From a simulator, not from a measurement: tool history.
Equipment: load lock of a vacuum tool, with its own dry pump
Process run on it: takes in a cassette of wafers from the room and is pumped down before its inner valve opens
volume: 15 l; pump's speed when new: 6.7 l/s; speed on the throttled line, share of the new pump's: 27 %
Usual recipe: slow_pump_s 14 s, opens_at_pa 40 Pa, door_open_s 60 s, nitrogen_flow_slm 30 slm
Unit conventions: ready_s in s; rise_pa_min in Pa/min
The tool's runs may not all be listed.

run,day,slow_pump_s,opens_at_pa,door_open_s,nitrogen_flow_slm,"incoming humidity of the room's air, %",ready_s,rise_pa_min
1,0.000,14,40,60,30,44.6,28.1,0.032
2,13.512,14,40,60,30,46.1,27.9,0.031
3,37.692,14,40,60,30,42.8,27.8,0.030
4,58.538,14,35,60,30,45.2,28.3,0.026
5,72.771,14,35,60,30,46.5,28.2,0.028
6,90.854,14,35,60,30,48.7,28.5,0.036
7,115.458,14,52,29,30,44.2,27.1,0.023
8,138.996,7,40,128,42,46.6,22.5,0.035
9,149.504,7,40,128,42,43.1,22.8,0.033
10,161.517,8,40,60,6,46.5,23.3,0.052
11,179.021,9,45,28,33,42.1,24.0,0.022

4 options for the next run, each taken on its own from the tool as it stands now. Forecast them:
A,192.321,9,45,59,7,45.3,?,?
B,192.321,25,40,188,8,46.5,?,?
C,192.321,26,31,213,30,43.1,?,?
D,192.321,9,39,28,4,47.1,?,?

run,ready_s,rise_pa_min
A,24.1,0.045
B,36.2,0.065
C,37.2,0.041
D,24.2,0.041
Without the tool's unlogged condition, the same runs would have read:
run,ready_s,rise_pa_min
A,24.1,0.045
B,36.2,0.065
C,37.2,0.041
D,24.2,0.040
